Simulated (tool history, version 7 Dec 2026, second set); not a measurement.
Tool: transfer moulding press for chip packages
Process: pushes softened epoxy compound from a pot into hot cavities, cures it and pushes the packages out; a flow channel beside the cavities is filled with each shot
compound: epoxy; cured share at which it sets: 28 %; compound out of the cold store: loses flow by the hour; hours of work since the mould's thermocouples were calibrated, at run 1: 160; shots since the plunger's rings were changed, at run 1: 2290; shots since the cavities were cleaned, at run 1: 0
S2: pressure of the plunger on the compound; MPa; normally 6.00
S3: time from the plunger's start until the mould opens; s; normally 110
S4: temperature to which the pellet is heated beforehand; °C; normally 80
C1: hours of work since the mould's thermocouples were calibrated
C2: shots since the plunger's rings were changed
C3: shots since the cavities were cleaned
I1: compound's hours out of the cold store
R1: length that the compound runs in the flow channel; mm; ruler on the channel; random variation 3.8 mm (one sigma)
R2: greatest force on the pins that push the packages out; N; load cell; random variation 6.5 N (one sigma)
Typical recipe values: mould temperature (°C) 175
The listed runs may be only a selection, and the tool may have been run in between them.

Run 1, hour 0.0: usual settings; C1 160; C2 2290; C3 0; I1 41.7. Result: R1 694 mm, R2 263 N.
Run 2, hour 66.1: usual settings; C1 193; C2 2810; C3 520; I1 31.9. Result: R1 726 mm, R2 261 N.
At hour 119.1: cavities cleaned with cleaning compound and waxed.
Run 3, hour 129.5: usual settings; C1 224; C2 3297; C3 81; I1 32.8. Result: R1 729 mm, R2 257 N.
At hour 165.2: plunger's sealing rings changed.
Run 4, hour 180.6: usual settings but S3 113 s; C1 249; C2 122; C3 465; I1 23.1. Result: R1 761 mm, R2 267 N.
Run 5, hour 225.2: usual settings but S3 113 s; C1 271; C2 473; C3 816; I1 41.3. Result: R1 704 mm, R2 248 N.
At hour 243.2: cavities cleaned with cleaning compound and waxed.
Run 6, hour 291.2: usual settings but S3 113 s; C1 303; C2 980; C3 377; I1 34.8. Result: R1 712 mm, R2 255 N.
Run 7, hour 341.9: usual settings; C1 329; C2 1380; C3 777; I1 39.6. Result: R1 702 mm, R2 259 N.
At hour 365.5: cavities cleaned with cleaning compound and waxed.
Run 8, hour 402.7: usual settings; C1 358; C2 1847; C3 293; I1 15.4. Result: R1 792 mm, R2 268 N.
Run 9, hour 461.5: usual settings but S4 82 °C; C1 388; C2 2310; C3 756; I1 12.7. Result: R1 808 mm, R2 269 N.
At hour 488.7: cavities cleaned with cleaning compound and waxed.
Run 10, hour 501.9: usual settings but S4 85 °C; C1 407; C2 2617; C3 105; I1 29.2. Result: R1 729 mm, R2 263 N.
Run 11, hour 544.6: usual settings but S4 85 °C; C1 429; C2 2952; C3 440; I1 47.7. Result: R1 674 mm, R2 249 N.
Run 12, hour 590.8: usual settings but S4 85 °C; C1 452; C2 3317; C3 805; I1 44.1. Result: R1 690 mm, R2 263 N.
At hour 604.9: mould's thermocouples calibrated.
At hour 612.4: cavities cleaned with cleaning compound and waxed.
At hour 627.2: plunger's sealing rings changed.
Run 13, hour 666.3: usual settings but S4 85 °C; C1 29; C2 308; C3 405; I1 41.0. Result: R1 698 mm, R2 250 N.
Run 14, hour 721.9: usual settings but S2 5.21 MPa; C1 57; C2 746; C3 843; I1 8.9. Result: R1 761 mm, R2 271 N.
At hour 735.5: cavities cleaned with cleaning compound and waxed.
Run 15, hour 770.1: usual settings but mould temperature (°C) 178, S2 6.59 MPa; C1 80; C2 1113; C3 272; I1 32.8. Result: R1 745 mm, R2 233 N.
Run 16, hour 838.3: usual settings but mould temperature (°C) 178, S2 6.46 MPa, S3 125 s; C1 114; C2 1651; C3 810; I1 47.7. Result: R1 689 mm, R2 231 N.
At hour 860.4: cavities cleaned with cleaning compound and waxed.
Run 17, hour 877.1: usual settings but S2 4.63 MPa; C1 133; C2 1945; C3 132; I1 19.5. Result: R1 680 mm, R2 263 N.
Run 18, hour 928.9: usual settings but S2 4.63 MPa; C1 159; C2 2353; C3 540; I1 34.7. Result: R1 629 mm, R2 269 N.
At hour 981.5: cavities cleaned with cleaning compound and waxed.
Run 19, hour 998.8: usual settings but mould temperature (°C) 180, S2 7.35 MPa; C1 193; C2 2891; C3 136; I1 27.0. Result: R1 805 mm, R2 233 N.
Run 20, hour 1038.7: usual settings but mould temperature (°C) 169, S2 6.23 MPa, S3 125 s; C1 213; C2 3205; C3 450; I1 12.0. Result: R1 850 mm, R2 294 N.
At hour 1088.6: plunger's sealing rings changed.
Run 21, hour 1094.5: usual settings but mould temperature (°C) 169, S2 6.67 MPa; C1 240; C2 47; C3 870; I1 30.1. Result: R1 791 mm, R2 347 N.
At hour 1107.2: cavities cleaned with cleaning compound and waxed.
Run 22, hour 1151.0: usual settings but S2 4.98 MPa; C1 267; C2 480; C3 345; I1 21.1. Result: R1 703 mm, R2 264 N.
Run 23, hour 1198.7: usual settings but S3 92 s; C1 291; C2 856; C3 721; I1 26.3. Result: R1 750 mm, R2 330 N.
At hour 1226.6: cavities cleaned with cleaning compound and waxed.
Run 24, hour 1252.0: usual settings but S3 92 s; C1 317; C2 1264; C3 201; I1 15.1. Result: R1 798 mm, R2 357 N.
Run 25, hour 1287.0: usual settings but mould temperature (°C) 177, S2 4.94 MPa, S3 138 s, S4 74 °C; C1 335; C2 1539; C3 476; I1 33.7. Result: R1 648 mm, R2 232 N.
At hour 1349.1: cavities cleaned with cleaning compound and waxed.
Run 26, hour 1355.7: usual settings but S2 6.22 MPa, S3 93 s; C1 368; C2 2069; C3 52; I1 41.1. Result: R1 719 mm, R2 319 N.
Run 27, hour 1394.5: usual settings but mould temperature (°C) 169, S2 6.22 MPa, S3 99 s; C1 388; C2 2374; C3 357; I1 40.3. Result: R1 728 mm, R2 411 N.

Alternative continuations, all from the tool just after run 27; predict every row:
Run A, hour 1453.1: usual settings but mould temperature (°C) 170, S2 7.24 MPa, S4 71 °C; C1 417; C2 2836; C3 819; I1 18.9. Result: R1 ?, R2 ?.
Run B, hour 1453.1: usual settings but mould temperature (°C) 180, S2 5.12 MPa, S3 122 s; C1 417; C2 2836; C3 819; I1 43.6. Result: R1 ?, R2 ?.
Run C, hour 1453.1: usual settings but S2 7.47 MPa, S3 97 s, S4 89 °C; C1 417; C2 2836; C3 819; I1 19.3. Result: R1 ?, R2 ?.
Run D, hour 1453.1: usual settings but mould temperature (°C) 177, S2 4.59 MPa, S3 99 s, S4 83 °C; C1 417; C2 2836; C3 819; I1 17.5. Result: R1 ?, R2 ?.

run   R1   R2
  A  882  355
  B  621  230
  C  872  308
  D  676  268
Without the tool's hidden state the same runs would have given:
run   R1   R2
  A  883  351
  B  621  227
  C  873  305
  D  677  265
